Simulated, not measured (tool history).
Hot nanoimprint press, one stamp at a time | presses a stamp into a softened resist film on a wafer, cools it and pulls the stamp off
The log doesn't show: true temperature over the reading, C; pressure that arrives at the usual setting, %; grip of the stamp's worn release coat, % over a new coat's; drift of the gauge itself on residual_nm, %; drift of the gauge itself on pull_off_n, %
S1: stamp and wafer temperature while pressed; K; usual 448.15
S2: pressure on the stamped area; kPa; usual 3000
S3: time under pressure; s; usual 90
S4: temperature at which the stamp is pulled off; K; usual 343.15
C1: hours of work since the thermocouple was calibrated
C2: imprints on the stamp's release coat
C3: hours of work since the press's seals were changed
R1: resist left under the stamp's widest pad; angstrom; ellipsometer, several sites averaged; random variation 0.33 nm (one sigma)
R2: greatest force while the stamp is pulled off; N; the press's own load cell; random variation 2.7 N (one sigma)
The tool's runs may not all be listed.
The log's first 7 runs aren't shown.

{"run": 8, "hour": 444.6, "S1": 448.15, "S2": 3000, "S3": 90, "S4": 343.15, "C1": 98, "C2": 1349, "C3": 298, "R1": 845, "R2": 203}
{"hour": 455.8, "done": "stamp cleaned and given a new release coat"}
{"run": 9, "hour": 526.1, "S1": 448.15, "S2": 3000, "S3": 90, "S4": 343.15, "C1": 130, "C2": 171, "C3": 329, "R1": 852, "R2": 174}
{"run": 10, "hour": 566.0, "S1": 448.15, "S2": 3000, "S3": 90, "S4": 343.15, "C1": 146, "C2": 267, "C3": 345, "R1": 857, "R2": 176}
{"run": 11, "hour": 606.8, "S1": 448.15, "S2": 3000, "S3": 90, "S4": 343.15, "C1": 163, "C2": 366, "C3": 362, "R1": 857, "R2": 175}
{"run": 12, "hour": 670.4, "S1": 448.15, "S2": 3000, "S3": 90, "S4": 343.15, "C1": 189, "C2": 520, "C3": 388, "R1": 865, "R2": 186}
{"run": 13, "hour": 717.2, "S1": 448.15, "S2": 2510, "S3": 90, "S4": 343.15, "C1": 209, "C2": 634, "C3": 408, "R1": 936, "R2": 185}
{"run": 14, "hour": 773.8, "S1": 448.15, "S2": 2510, "S3": 90, "S4": 343.15, "C1": 232, "C2": 771, "C3": 431, "R1": 943, "R2": 191}
{"run": 15, "hour": 828.4, "S1": 448.15, "S2": 2510, "S3": 90, "S4": 343.15, "C1": 255, "C2": 903, "C3": 454, "R1": 945, "R2": 195}
{"run": 16, "hour": 868.4, "S1": 438.15, "S2": 3000, "S3": 67, "S4": 338.15, "C1": 271, "C2": 1000, "C3": 470, "R1": 1317, "R2": 214}
{"hour": 897.5, "done": "plate thermocouple calibrated"}
{"run": 17, "hour": 946.4, "S1": 450.15, "S2": 2960, "S3": 66, "S4": 341.15, "C1": 20, "C2": 1182, "C3": 501, "R1": 894, "R2": 208}
{"hour": 1023.8, "done": "stamp cleaned and given a new release coat"}
{"run": 18, "hour": 1023.8, "S1": 450.15, "S2": 2960, "S3": 66, "S4": 341.15, "C1": 50, "C2": 0, "C3": 531, "R1": 892, "R2": 171}
{"run": 19, "hour": 1091.5, "S1": 450.15, "S2": 2960, "S3": 79, "S4": 337.15, "C1": 78, "C2": 164, "C3": 559, "R1": 843, "R2": 181}

Run 20 comes next. What will it give?
{"run": 20, "hour": 1146.7, "S1": 451.15, "S2": 3000, "S3": 90, "S4": 346.15, "C1": 101, "C2": 297, "C3": 582, "R1": "?", "R2": "?"}

Run 20 gave R1 771 angstrom, R2 165 N.
Without the tool's hidden state the same run would have given R1 747 angstrom, R2 155 N.
